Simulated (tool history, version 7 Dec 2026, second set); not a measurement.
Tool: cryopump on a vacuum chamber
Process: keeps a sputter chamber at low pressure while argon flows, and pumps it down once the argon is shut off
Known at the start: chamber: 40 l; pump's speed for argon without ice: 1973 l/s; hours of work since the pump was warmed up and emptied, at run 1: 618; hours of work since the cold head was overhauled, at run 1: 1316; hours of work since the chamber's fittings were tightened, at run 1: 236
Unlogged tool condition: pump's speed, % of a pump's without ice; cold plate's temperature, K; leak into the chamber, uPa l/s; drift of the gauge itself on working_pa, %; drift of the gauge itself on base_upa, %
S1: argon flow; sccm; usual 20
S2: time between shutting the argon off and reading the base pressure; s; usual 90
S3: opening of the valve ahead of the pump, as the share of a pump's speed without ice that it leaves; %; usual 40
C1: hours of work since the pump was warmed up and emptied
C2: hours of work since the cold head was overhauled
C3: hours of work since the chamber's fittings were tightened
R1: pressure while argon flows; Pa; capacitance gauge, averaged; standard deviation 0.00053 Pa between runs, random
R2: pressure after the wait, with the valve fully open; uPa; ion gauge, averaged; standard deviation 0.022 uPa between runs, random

run	hour	S1	S2	S3	C1	C2	C3	R1	R2
1	0	20	90	40	618	1316	236	0.0466	0.68
2	46.4	20	90	40	643	1342	261	0.0468	0.66
# hour 63.8: pump warmed up, emptied and cooled again
3	118.3	20	90	40	30	1378	298	0.0436	0.65
4	195.3	20	90	40	72	1420	340	0.0433	0.67
5	249.1	20	90	40	101	1449	369	0.0442	0.67
6	287.6	20	90	40	122	1470	390	0.044	0.71
7	357.7	11	90	40	160	1509	428	0.0238	0.72
8	428.2	20	90	35	199	1547	467	0.0509	0.73
9	507.8	20	90	35	242	1590	510	0.0509	0.72
10	580.6	20	191	35	282	1630	550	0.0502	0.54
11	619.6	9	133	40	303	1651	571	0.0204	0.66
12	692.1	30	113	26	342	1691	610	0.1022	0.7
13	768.2	30	113	26	384	1732	652	0.1028	0.69
14	819.8	14	25	20	412	1760	680	0.0617	1.87
15	884.2	18	31	26	447	1795	715	0.0629	1.57
16	930.8	18	31	26	472	1821	741	0.0622	1.63
17	978.5	18	57	48	498	1847	767	0.0352	1.13
18	1030.6	36	70	50	527	1875	795	0.0672	0.98

Each run again, without the hidden state but with its own random variation kept:
run	R1	R2
1	0.0429	0.57
2	0.0429	0.54
3	0.0431	0.56
4	0.0426	0.56
5	0.0434	0.55
6	0.043	0.59
7	0.0231	0.58
8	0.0495	0.57
9	0.0493	0.55
10	0.0483	0.35
11	0.0195	0.45
12	0.0988	0.48
13	0.0991	0.46
14	0.0599	1.63
15	0.0603	1.31
16	0.0595	1.36
17	0.0324	0.84
18	0.0611	0.68

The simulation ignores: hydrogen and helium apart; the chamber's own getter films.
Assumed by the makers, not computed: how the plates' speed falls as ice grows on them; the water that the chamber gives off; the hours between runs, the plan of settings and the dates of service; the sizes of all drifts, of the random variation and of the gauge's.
